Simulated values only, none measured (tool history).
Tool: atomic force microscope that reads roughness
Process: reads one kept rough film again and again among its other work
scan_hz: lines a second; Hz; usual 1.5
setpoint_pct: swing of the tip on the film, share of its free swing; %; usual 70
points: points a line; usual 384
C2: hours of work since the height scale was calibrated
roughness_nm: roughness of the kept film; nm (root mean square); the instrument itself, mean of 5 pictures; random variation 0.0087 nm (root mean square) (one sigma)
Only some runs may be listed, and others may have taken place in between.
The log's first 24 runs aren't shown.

run 25 day=14.238 | scan_hz=2.36 setpoint_pct=70 points=467 | pictures_with_this_tip=70 C2=372 | roughness_nm=1.904
-- day=14.604 new tip fitted
run 26 day=15.129 | scan_hz=2.36 setpoint_pct=67 points=356 | pictures_with_this_tip=18 C2=384 | roughness_nm=1.914
run 27 day=15.858 | scan_hz=2.14 setpoint_pct=64 points=356 | pictures_with_this_tip=44 C2=393 | roughness_nm=1.908
run 28 day=16.479 | scan_hz=2.32 setpoint_pct=70 points=384 | pictures_with_this_tip=66 C2=402 | roughness_nm=1.884
-- day=16.992 new tip fitted
run 29 day=17.367 | scan_hz=0.7 setpoint_pct=67 points=384 | pictures_with_this_tip=13 C2=413 | roughness_nm=1.963
run 30 day=17.721 | scan_hz=1.5 setpoint_pct=73 points=384 | pictures_with_this_tip=26 C2=418 | roughness_nm=1.917
run 31 day=18.312 | scan_hz=1.5 setpoint_pct=67 points=693 | pictures_with_this_tip=47 C2=426 | roughness_nm=1.941
run 32 day=19.1 | scan_hz=2.54 setpoint_pct=84 points=957 | pictures_with_this_tip=75 C2=437 | roughness_nm=1.819
-- day=19.371 new tip fitted
run 33 day=19.7 | scan_hz=2.54 setpoint_pct=66 points=408 | pictures_with_this_tip=12 C2=444 | roughness_nm=1.896
run 34 day=20.246 | scan_hz=2.54 setpoint_pct=66 points=408 | pictures_with_this_tip=31 C2=452 | roughness_nm=1.918
run 35 day=21.021 | scan_hz=0.9 setpoint_pct=66 points=809 | pictures_with_this_tip=59 C2=462 | roughness_nm=1.951
run 36 day=21.404 | scan_hz=0.9 setpoint_pct=66 points=809 | pictures_with_this_tip=72 C2=467 | roughness_nm=1.96
-- day=21.717 new tip fitted
run 37 day=22.196 | scan_hz=0.71 setpoint_pct=86 points=486 | pictures_with_this_tip=17 C2=477 | roughness_nm=1.919
run 38 day=22.708 | scan_hz=1.56 setpoint_pct=55 points=278 | pictures_with_this_tip=35 C2=484 | roughness_nm=1.956
run 39 day=23.525 | scan_hz=1.5 setpoint_pct=68 points=409 | pictures_with_this_tip=63 C2=495 | roughness_nm=1.922
run 40 day=24.042 | scan_hz=1.5 setpoint_pct=68 points=409 | pictures_with_this_tip=82 C2=502 | roughness_nm=1.928
-- day=24.108 new tip fitted
run 41 day=24.879 | scan_hz=1.5 setpoint_pct=68 points=409 | pictures_with_this_tip=28 C2=513 | roughness_nm=1.933
run 42 day=25.308 | scan_hz=1.5 setpoint_pct=57 points=384 | pictures_with_this_tip=43 C2=519 | roughness_nm=1.95
run 43 day=25.783 | scan_hz=2.77 setpoint_pct=65 points=384 | pictures_with_this_tip=60 C2=525 | roughness_nm=1.908

Forecast each of these 4 alternatives for the next run:
run A day=26.312 | scan_hz=2.77 setpoint_pct=65 points=409 | pictures_with_this_tip=78 C2=532 | roughness_nm=?
run B day=26.312 | scan_hz=2.77 setpoint_pct=87 points=690 | pictures_with_this_tip=78 C2=532 | roughness_nm=?
run C day=26.312 | scan_hz=1.5 setpoint_pct=70 points=401 | pictures_with_this_tip=78 C2=532 | roughness_nm=?
run D day=26.312 | scan_hz=1.44 setpoint_pct=77 points=564 | pictures_with_this_tip=78 C2=532 | roughness_nm=?

run=A roughness_nm=1.89
run=B roughness_nm=1.78
run=C roughness_nm=1.932
run=D roughness_nm=1.906
With no hidden state in the tool, these same runs would have given:
run=A roughness_nm=1.898
run=B roughness_nm=1.787
run=C roughness_nm=1.94
run=D roughness_nm=1.914
